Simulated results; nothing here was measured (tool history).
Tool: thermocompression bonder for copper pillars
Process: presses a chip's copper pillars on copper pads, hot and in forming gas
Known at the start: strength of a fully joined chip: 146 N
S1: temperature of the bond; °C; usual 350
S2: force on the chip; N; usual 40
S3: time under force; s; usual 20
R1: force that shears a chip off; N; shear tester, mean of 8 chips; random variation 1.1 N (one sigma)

Run 1, hour 0: usual settings. Result: R1 100.7 N.
Run 2, hour 8.5: usual settings. Result: R1 99.5 N.
Run 3, hour 19.7: usual settings but S2 38 N. Result: R1 95.6 N.
Run 4, hour 33.3: usual settings. Result: R1 100 N.
Run 5, hour 48.3: usual settings. Result: R1 102.7 N.
Run 6, hour 56: usual settings but S2 26 N, S3 13 s. Result: R1 60.4 N.
Run 7, hour 65.5: usual settings but S1 374 °C, S2 35 N. Result: R1 103.5 N.
At hour 68.4: heater calibrated with a thermocouple chip.
Run 8, hour 81.9: usual settings but S1 374 °C, S2 35 N. Result: R1 105.5 N.

Forecast run 9:
Run 9, hour 90.5: usual settings but S1 322 °C. Result: R1 ?.

Run 9 gave R1 77.6 N.
Without the tool's hidden state the same run would have given R1 80.9 N.
